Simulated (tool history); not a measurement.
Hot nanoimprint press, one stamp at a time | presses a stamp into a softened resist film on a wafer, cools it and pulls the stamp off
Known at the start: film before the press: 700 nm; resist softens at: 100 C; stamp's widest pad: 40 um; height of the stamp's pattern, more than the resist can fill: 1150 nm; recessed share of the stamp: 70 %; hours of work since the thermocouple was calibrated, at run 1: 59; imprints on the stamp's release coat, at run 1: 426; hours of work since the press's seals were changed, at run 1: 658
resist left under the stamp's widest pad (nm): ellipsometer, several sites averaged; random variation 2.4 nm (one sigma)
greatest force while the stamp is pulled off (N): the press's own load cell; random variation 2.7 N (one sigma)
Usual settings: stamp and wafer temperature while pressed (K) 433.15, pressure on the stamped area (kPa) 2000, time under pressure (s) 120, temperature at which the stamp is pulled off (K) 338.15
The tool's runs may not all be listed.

| run | hour | stamp and wafer temperature while pressed (K) | pressure on the stamped area (kPa) | time under pressure (s) | temperature at which the stamp is pulled off (K) | hours of work since the thermocouple was calibrated | imprints on the stamp's release coat | hours of work since the press's seals were changed | resist left under the stamp's widest pad (nm) | greatest force while the stamp is pulled off (N) |
|---|---|---|---|---|---|---|---|---|---|---|
| 1 | 0.0 | 433.15 | 2000 | 120 | 338.15 | 59 | 426 | 658 | 386.7 | 137 |
| 2 | 39.5 | 433.15 | 2000 | 120 | 338.15 | 82 | 595 | 682 | 382.7 | 151 |
| 3 | 79.6 | 433.15 | 2000 | 120 | 338.15 | 106 | 766 | 705 | 383.3 | 156 |
| 4 | 116.2 | 433.15 | 2000 | 120 | 325.15 | 127 | 923 | 727 | 381.4 | 182 |
|  | 122.5 | plate thermocouple calibrated |
| 5 | 144.7 | 433.15 | 2000 | 120 | 325.15 | 13 | 1032 | 742 | 374.0 | 200 |
| 6 | 187.1 | 433.15 | 2000 | 80 | 338.15 | 38 | 1213 | 767 | 425.4 | 184 |
|  | 215.3 | plate thermocouple calibrated, once more |
|  | 226.2 | press's hydraulic seals changed and the load cell set to zero |
| 7 | 228.0 | 433.15 | 2000 | 80 | 338.15 | 3 | 1341 | 1 | 439.6 | 192 |
| 8 | 250.2 | 432.15 | 2730 | 80 | 338.15 | 16 | 1436 | 14 | 395.6 | 195 |

The next listed run, before its measurement:
| 9 | 274.7 | 426.15 | 2730 | 71 | 342.15 | 30 | 1541 | 29 | ? | ? |

{"run 9": {"resist left under the stamp's widest pad (nm)": 541.4, "greatest force while the stamp is pulled off (N)": 187}}
Without the tool's hidden state the same run would have given resist left under the stamp's widest pad (nm) 544.0, greatest force while the stamp is pulled off (N) 116.
